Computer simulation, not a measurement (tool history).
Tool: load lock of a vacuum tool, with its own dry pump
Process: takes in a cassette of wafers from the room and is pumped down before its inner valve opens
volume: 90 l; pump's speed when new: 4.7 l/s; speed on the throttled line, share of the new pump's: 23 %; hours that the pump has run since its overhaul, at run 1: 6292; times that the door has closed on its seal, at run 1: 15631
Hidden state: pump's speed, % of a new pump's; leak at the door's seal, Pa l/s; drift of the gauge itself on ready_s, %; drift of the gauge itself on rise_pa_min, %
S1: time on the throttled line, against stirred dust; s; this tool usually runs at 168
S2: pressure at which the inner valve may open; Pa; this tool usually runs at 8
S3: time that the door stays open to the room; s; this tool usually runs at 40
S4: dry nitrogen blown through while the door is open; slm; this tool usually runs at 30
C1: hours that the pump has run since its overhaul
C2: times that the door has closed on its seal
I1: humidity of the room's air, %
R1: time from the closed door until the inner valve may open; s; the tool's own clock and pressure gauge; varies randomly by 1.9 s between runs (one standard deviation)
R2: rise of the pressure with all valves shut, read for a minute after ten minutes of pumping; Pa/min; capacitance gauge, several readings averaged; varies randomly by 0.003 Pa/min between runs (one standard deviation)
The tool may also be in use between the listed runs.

| run | hour | S1 | S2 | S3 | S4 | C1 | C2 | I1 | R1 | R2 |
|---|---|---|---|---|---|---|---|---|---|---|
| 1 | 0.0 | 168 | 8 | 40 | 30 | 6292 | 15631 | 45.6 | 319.2 | 0.073 |
| 2 | 84.2 | 101 | 8 | 40 | 30 | 6376 | 15991 | 44.4 | 275.7 | 0.078 |
| 3 | 143.5 | 283 | 8 | 40 | 30 | 6436 | 16245 | 47.8 | 410.1 | 0.076 |
| 4 | 225.6 | 168 | 8 | 40 | 7 | 6518 | 16596 | 47.9 | 319.8 | 0.087 |
| 5 | 288.4 | 168 | 8 | 40 | 7 | 6580 | 16864 | 44.1 | 322.1 | 0.089 |
| 6 | 363.9 | 168 | 8 | 40 | 7 | 6656 | 17187 | 43.3 | 323.8 | 0.090 |
| 7 | 456.5 | 168 | 8 | 40 | 7 | 6749 | 17583 | 42.6 | 323.8 | 0.084 |
| 8 | 530.9 | 168 | 8 | 40 | 7 | 6823 | 17901 | 46.7 | 320.9 | 0.091 |
| 9 | 607.7 | 168 | 8 | 40 | 7 | 6900 | 18229 | 46.0 | 319.8 | 0.093 |
| 10 | 667.7 | 174 | 8 | 40 | 7 | 6960 | 18486 | 46.3 | 329.5 | 0.092 |
| 11 | 720.2 | 174 | 8 | 40 | 7 | 7012 | 18710 | 43.7 | 326.8 | 0.098 |
| 12 | 798.6 | 168 | 8 | 40 | 30 | 7091 | 19046 | 43.3 | 319.8 | 0.087 |
| 13 | 857.8 | 168 | 8 | 40 | 16 | 7150 | 19299 | 42.5 | 321.3 | 0.096 |
| 14 | 943.4 | 168 | 7 | 55 | 30 | 7236 | 19665 | 47.2 | 328.1 | 0.095 |
| 15 | 986.6 | 95 | 13 | 40 | 6 | 7279 | 19849 | 43.9 | 258.2 | 0.103 |
| 16 | 1081.0 | 245 | 8 | 50 | 4 | 7373 | 20253 | 47.1 | 382.9 | 0.113 |
| 17 | 1150.9 | 168 | 10 | 40 | 30 | 7443 | 20552 | 42.7 | 318.8 | 0.100 |
| 18 | 1216.3 | 168 | 10 | 40 | 30 | 7508 | 20832 | 41.8 | 320.1 | 0.099 |
| 19 | 1275.4 | 168 | 6 | 26 | 30 | 7568 | 21084 | 45.1 | 330.0 | 0.098 |
| 20 | 1366.6 | 333 | 6 | 225 | 30 | 7659 | 21474 | 44.8 | 456.4 | 0.126 |
| 21 | 1413.2 | 333 | 6 | 225 | 30 | 7705 | 21673 | 43.4 | 454.0 | 0.123 |
| 22 | 1461.6 | 309 | 6 | 225 | 30 | 7754 | 21881 | 45.3 | 436.2 | 0.132 |
| 23 | 1552.7 | 185 | 8 | 138 | 30 | 7845 | 22270 | 43.7 | 337.9 | 0.122 |

Each row is a separate what-if for the run after 23, all from the same tool condition, not one after another. Results?
| A | 1591.6 | 168 | 8 | 35 | 30 | 7884 | 22437 | 45.4 | ? | ? |
| B | 1591.6 | 97 | 8 | 41 | 30 | 7884 | 22437 | 47.3 | ? | ? |
| C | 1591.6 | 185 | 8 | 138 | 30 | 7884 | 22437 | 48.1 | ? | ? |
| D | 1591.6 | 195 | 8 | 203 | 30 | 7884 | 22437 | 43.2 | ? | ? |

| run | R1 | R2 |
|---|---|---|
| A | 326.1 | 0.106 |
| B | 271.1 | 0.123 |
| C | 332.5 | 0.129 |
| D | 344.9 | 0.126 |
With the hidden condition removed and each run's random variation left untouched, the same runs would have given:
| run | R1 | R2 |
|---|---|---|
| A | 311.3 | 0.007 |
| B | 254.2 | 0.022 |
| C | 318.0 | 0.029 |
| D | 330.3 | 0.028 |
